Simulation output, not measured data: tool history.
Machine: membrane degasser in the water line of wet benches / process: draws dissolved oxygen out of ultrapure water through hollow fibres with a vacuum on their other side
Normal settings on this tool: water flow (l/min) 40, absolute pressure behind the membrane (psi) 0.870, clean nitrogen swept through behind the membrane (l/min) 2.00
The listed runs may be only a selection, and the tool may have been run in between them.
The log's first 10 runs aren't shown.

run    hour  water flow (l/min)  absolute pressure behind the membrane (psi)  clean nitrogen swept through behind the membrane (l/min)  dissolved oxygen in the water behind the degasser (ppb)  pressure that the water loses in the fibres (psi)
 11  1670.1                  40                                        0.870                                                      5.21                                                    231.1                                              7.934
     1693.8  -- vacuum gauge calibrated
 12  1899.7                  40                                        0.870                                                      5.21                                                    233.6                                              8.016
 13  2092.0                  40                                        0.870                                                      5.21                                                    231.9                                              8.054
 14  2307.5                  40                                        0.870                                                      5.21                                                    234.6                                              8.045
 15  2501.5                  55                                        0.870                                                      2.00                                                    428.6                                             11.088
     2715.7  -- vacuum gauge calibrated, once more
 16  2751.4                  40                                        0.870                                                      2.00                                                    303.3                                              8.080
 17  2893.3                  61                                        1.124                                                      2.00                                                    580.4                                             12.440
 18  3107.9                  38                                        1.247                                                      1.03                                                    561.6                                              7.725
 19  3279.9                  31                                        1.400                                                      1.03                                                    528.8                                              6.311
 20  3414.8                  40                                        0.614                                                      2.00                                                    234.5                                              8.160
 21  3669.1                  40                                        0.870                                                      1.32                                                    373.1                                              8.109
 22  3802.5                  62                                        0.870                                                      3.56                                                    430.2                                             12.602
 23  4052.8                  29                                        0.721                                                      4.11                                                    159.2                                              6.034
 24  4189.2                  32                                        0.983                                                      2.00                                                    276.5                                              6.589
 25  4317.7                  34                                        0.983                                                      2.00                                                    298.7                                              6.971
     4332.8  -- seals of the vacuum lines changed
 26  4515.3                  34                                        0.983                                                      2.00                                                    299.0                                              7.030
 27  4668.3                  57                                        1.114                                                      2.00                                                    556.0                                             11.781
 28  4861.6                  60                                        1.114                                                      1.57                                                    628.7                                             12.362
 29  4966.0                  40                                        1.115                                                      5.67                                                    277.8                                              8.261
 30  5198.6                  40                                        0.550                                                      5.04                                                    216.5                                              8.341
 31  5418.0                  40                                        0.550                                                      5.04                                                    215.4                                              8.315
 32  5667.2                  40                                        0.550                                                      5.04                                                    223.6                                              8.361

Forecast each of these 3 alternatives for the next run:
  A  5914.8                  25                                        0.870                                                      2.00                                                        ?                                                  ?
  B  5914.8                  44                                        0.870                                                      3.66                                                        ?                                                  ?
  C  5914.8                  52                                        0.550                                                      5.04                                                        ?                                                  ?

run  dissolved oxygen in the water behind the degasser (ppb)  pressure that the water loses in the fibres (psi)
  A                                                    195.8                                              5.256
  B                                                    312.7                                              9.155
  C                                                    297.2                                             10.875
Take away the tool's hidden state, keep each run's random variation, and the runs would have read:
run  dissolved oxygen in the water behind the degasser (ppb)  pressure that the water loses in the fibres (psi)
  A                                                    144.3                                              4.664
  B                                                    224.3                                              8.113
  C                                                    195.8                                              9.642
